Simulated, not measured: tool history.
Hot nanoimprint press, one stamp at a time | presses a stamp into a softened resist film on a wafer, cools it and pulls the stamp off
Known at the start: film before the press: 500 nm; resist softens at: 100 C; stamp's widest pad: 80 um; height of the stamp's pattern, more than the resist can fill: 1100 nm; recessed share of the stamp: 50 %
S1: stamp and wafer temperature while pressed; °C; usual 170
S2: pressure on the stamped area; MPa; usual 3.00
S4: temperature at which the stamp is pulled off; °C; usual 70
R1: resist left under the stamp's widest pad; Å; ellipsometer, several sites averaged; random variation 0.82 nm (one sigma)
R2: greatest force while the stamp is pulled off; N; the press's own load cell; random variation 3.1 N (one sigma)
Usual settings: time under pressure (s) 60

{"run": 1, "day": 0.0, "S1": 170, "S2": 3.0, "time under pressure (s)": 60, "S4": 70, "R1": 1810, "R2": 145}
{"run": 2, "day": 0.467, "S1": 170, "S2": 3.38, "time under pressure (s)": 60, "S4": 70, "R1": 1674, "R2": 139}
{"run": 3, "day": 0.783, "S1": 170, "S2": 3.0, "time under pressure (s)": 60, "S4": 70, "R1": 1789, "R2": 144}
{"run": 4, "day": 1.088, "S1": 170, "S2": 3.0, "time under pressure (s)": 60, "S4": 70, "R1": 1790, "R2": 148}
{"run": 5, "day": 1.342, "S1": 170, "S2": 3.0, "time under pressure (s)": 60, "S4": 70, "R1": 1784, "R2": 146}
{"run": 6, "day": 1.775, "S1": 170, "S2": 3.0, "time under pressure (s)": 60, "S4": 69, "R1": 1788, "R2": 145}
{"run": 7, "day": 2.183, "S1": 170, "S2": 3.0, "time under pressure (s)": 60, "S4": 70, "R1": 1786, "R2": 150}
{"run": 8, "day": 2.662, "S1": 170, "S2": 3.0, "time under pressure (s)": 60, "S4": 70, "R1": 1792, "R2": 148}
{"run": 9, "day": 2.933, "S1": 182, "S2": 3.0, "time under pressure (s)": 77, "S4": 76, "R1": 915, "R2": 126}
{"run": 10, "day": 3.204, "S1": 182, "S2": 3.0, "time under pressure (s)": 77, "S4": 57, "R1": 918, "R2": 195}
{"run": 11, "day": 3.679, "S1": 160, "S2": 3.0, "time under pressure (s)": 67, "S4": 63, "R1": 2720, "R2": 174}
{"run": 12, "day": 4.075, "S1": 170, "S2": 3.0, "time under pressure (s)": 60, "S4": 70, "R1": 1781, "R2": 144}
{"run": 13, "day": 4.296, "S1": 170, "S2": 2.02, "time under pressure (s)": 60, "S4": 62, "R1": 2123, "R2": 181}
{"run": 14, "day": 4.521, "S1": 170, "S2": 2.8, "time under pressure (s)": 110, "S4": 71, "R1": 1416, "R2": 143}
{"run": 15, "day": 4.996, "S1": 170, "S2": 2.74, "time under pressure (s)": 45, "S4": 70, "R1": 2099, "R2": 149}
{"run": 16, "day": 5.433, "S1": 170, "S2": 2.74, "time under pressure (s)": 45, "S4": 70, "R1": 2084, "R2": 147}

5 ways to go on from here, each from the tool as it stands after run 16. What would each give?
{"run": "A", "day": 5.712, "S1": 172, "S2": 2.74, "time under pressure (s)": 45, "S4": 70, "R1": "?", "R2": "?"}
{"run": "B", "day": 5.712, "S1": 161, "S2": 3.0, "time under pressure (s)": 60, "S4": 70, "R1": "?", "R2": "?"}
{"run": "C", "day": 5.712, "S1": 170, "S2": 3.0, "time under pressure (s)": 64, "S4": 71, "R1": "?", "R2": "?"}
{"run": "D", "day": 5.712, "S1": 163, "S2": 3.58, "time under pressure (s)": 31, "S4": 70, "R1": "?", "R2": "?"}
{"run": "E", "day": 5.712, "S1": 170, "S2": 2.74, "time under pressure (s)": 45, "S4": 73, "R1": "?", "R2": "?"}

run=A R1=1889 R2=145
run=B R1=2702 R2=147
run=C R1=1732 R2=144
run=D R1=2892 R2=150
run=E R1=2063 R2=134
Without the tool's hidden state the same runs would have given:
run=A R1=1916 R2=143
run=B R1=2741 R2=145
run=C R1=1757 R2=142
run=D R1=2934 R2=148
run=E R1=2093 R2=133
